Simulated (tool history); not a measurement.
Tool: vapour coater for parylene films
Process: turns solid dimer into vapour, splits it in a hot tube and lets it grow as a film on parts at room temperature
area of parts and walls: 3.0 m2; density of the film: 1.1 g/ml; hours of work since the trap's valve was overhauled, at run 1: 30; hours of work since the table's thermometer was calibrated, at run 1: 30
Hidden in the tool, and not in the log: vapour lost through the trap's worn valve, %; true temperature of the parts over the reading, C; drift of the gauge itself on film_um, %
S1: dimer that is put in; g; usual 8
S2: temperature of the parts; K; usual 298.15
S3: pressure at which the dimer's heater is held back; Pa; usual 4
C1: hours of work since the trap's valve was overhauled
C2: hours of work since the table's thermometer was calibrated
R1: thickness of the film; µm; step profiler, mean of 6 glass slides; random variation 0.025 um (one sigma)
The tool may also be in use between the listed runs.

run	day	S1	S2	S3	C1	C2	R1
1	0	8	298.15	4	30	30	1.79
2	0.767	8	298.15	4	44	44	1.81
3	1.675	3	298.15	4	61	61	0.69
4	2.05	8	307.15	4	68	68	1.47
5	2.65	8	307.15	4	80	80	1.5
6	3.158	8	298.15	5.64	89	89	1.65
7	3.554	12	298.15	4	96	96	2.69
8	4.142	12	298.15	4	108	108	2.67
9	4.692	11	298.15	4	118	118	2.45
10	5.525	11	298.15	4	133	133	2.44
11	6.429	8	291.15	4	150	150	2.06
12	7.238	8	298.15	5.95	165	165	1.62
13	7.796	8	298.15	11.43	176	176	1.42
14	8.467	8	298.15	3.57	188	188	1.81
15	9.342	8	298.15	3.57	205	205	1.86
16	10.021	3	301.15	2.73	218	218	0.68
17	10.912	11	296.15	3.83	234	234	2.55
18	11.354	11	296.15	3.83	243	243	2.66
19	12.112	5	293.15	3.35	257	257	1.27

3 ways to go on from here, each from the tool as it stands after run 19. What would each give?
A	12.567	13	298.15	7.04	265	265	?
B	12.567	7	306.15	4.68	265	265	?
C	12.567	4	308.15	3.35	265	265	?

run	R1
A	2.55
B	1.21
C	0.72
Without the tool's hidden state the same runs would have given:
run	R1
A	2.56
B	1.21
C	0.73
